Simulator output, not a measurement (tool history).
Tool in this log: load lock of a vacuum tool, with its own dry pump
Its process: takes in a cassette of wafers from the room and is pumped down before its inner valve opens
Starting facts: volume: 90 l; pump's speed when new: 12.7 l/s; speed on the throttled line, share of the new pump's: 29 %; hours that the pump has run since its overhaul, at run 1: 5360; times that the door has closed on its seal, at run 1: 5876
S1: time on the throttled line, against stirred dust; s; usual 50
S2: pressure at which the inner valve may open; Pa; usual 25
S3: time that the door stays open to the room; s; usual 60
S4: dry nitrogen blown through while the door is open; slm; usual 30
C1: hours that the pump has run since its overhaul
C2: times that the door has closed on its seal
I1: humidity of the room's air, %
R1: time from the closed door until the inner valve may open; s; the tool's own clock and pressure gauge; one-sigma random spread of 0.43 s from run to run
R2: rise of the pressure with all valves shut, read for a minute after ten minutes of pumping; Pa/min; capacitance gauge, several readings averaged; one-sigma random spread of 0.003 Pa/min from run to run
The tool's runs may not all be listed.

Run 1, hour 0: usual settings; C1 5360; C2 5876; I1 42.8. Result: R1 96 s, R2 0.027 Pa/min.
Run 2, hour 84.8: usual settings; C1 5445; C2 6136; I1 42.9. Result: R1 94.9 s, R2 0.028 Pa/min.
Run 3, hour 174.6: usual settings but S2 37 Pa; C1 5535; C2 6411; I1 45.2. Result: R1 93.3 s, R2 0.025 Pa/min.
Run 4, hour 268.1: usual settings but S2 37 Pa; C1 5628; C2 6698; I1 42.9. Result: R1 92.1 s, R2 0.028 Pa/min.
Run 5, hour 354.2: usual settings; C1 5714; C2 6962; I1 44.3. Result: R1 95.5 s, R2 0.031 Pa/min.
Run 6, hour 438.6: usual settings; C1 5799; C2 7221; I1 45.7. Result: R1 94.8 s, R2 0.035 Pa/min.
Run 7, hour 488.3: usual settings; C1 5848; C2 7373; I1 43.1. Result: R1 95.3 s, R2 0.032 Pa/min.
Run 8, hour 560.4: usual settings; C1 5921; C2 7594; I1 48.9. Result: R1 95.8 s, R2 0.033 Pa/min.
Run 9, hour 616.5: usual settings but S1 76 s; C1 5977; C2 7766; I1 46. Result: R1 113.8 s, R2 0.032 Pa/min.
Run 10, hour 722.7: usual settings but S1 76 s; C1 6083; C2 8092; I1 45.3. Result: R1 114.7 s, R2 0.036 Pa/min.
Run 11, hour 806.6: usual settings but S2 49 Pa, S3 35 s; C1 6167; C2 8349; I1 46.3. Result: R1 91.3 s, R2 0.031 Pa/min.
Run 12, hour 886.9: usual settings but S3 32 s; C1 6247; C2 8595; I1 43.4. Result: R1 95.5 s, R2 0.03 Pa/min.
Run 13, hour 934.7: usual settings but S1 34 s, S2 47 Pa; C1 6295; C2 8742; I1 44.2. Result: R1 80 s, R2 0.04 Pa/min.
Run 14, hour 1030.1: usual settings but S1 34 s, S2 47 Pa; C1 6390; C2 9034; I1 48.8. Result: R1 79.9 s, R2 0.036 Pa/min.
Run 15, hour 1124.8: usual settings but S1 34 s, S2 47 Pa; C1 6485; C2 9324; I1 48.1. Result: R1 79.8 s, R2 0.041 Pa/min.
Run 16, hour 1206.9: usual settings but S1 34 s, S2 47 Pa, S3 61 s; C1 6567; C2 9576; I1 44.7. Result: R1 79.8 s, R2 0.04 Pa/min.
Run 17, hour 1302.6: usual settings but S1 34 s, S2 47 Pa, S3 61 s; C1 6663; C2 9869; I1 43.2. Result: R1 79.7 s, R2 0.039 Pa/min.
Run 18, hour 1362.2: usual settings but S1 34 s, S2 47 Pa, S3 61 s; C1 6722; C2 10052; I1 43.4. Result: R1 79.5 s, R2 0.038 Pa/min.
Run 19, hour 1429.5: usual settings but S1 34 s, S2 47 Pa, S3 61 s; C1 6790; C2 10258; I1 46.3. Result: R1 79.9 s, R2 0.042 Pa/min.

Below are 3 alternative next runs, each starting from the tool's condition after run 19. Predict each:
Run A, hour 1526.7: usual settings but S1 34 s, S2 47 Pa, S3 61 s, S4 17 slm; C1 6887; C2 10557; I1 46. Result: R1 ?, R2 ?.
Run B, hour 1526.7: usual settings but S1 83 s, S2 47 Pa, S3 61 s; C1 6887; C2 10557; I1 42.8. Result: R1 ?, R2 ?.
Run C, hour 1526.7: usual settings but S1 79 s, S3 226 s, S4 6 slm; C1 6887; C2 10557; I1 45.9. Result: R1 ?, R2 ?.

run     R1     R2
  A   78.9  0.054
  B  113.5   0.04
  C  115.7  0.107
What these runs would have given with no unlogged condition in the tool:
run     R1     R2
  A   77.5  0.034
  B  112.5   0.02
  C  114.6  0.087
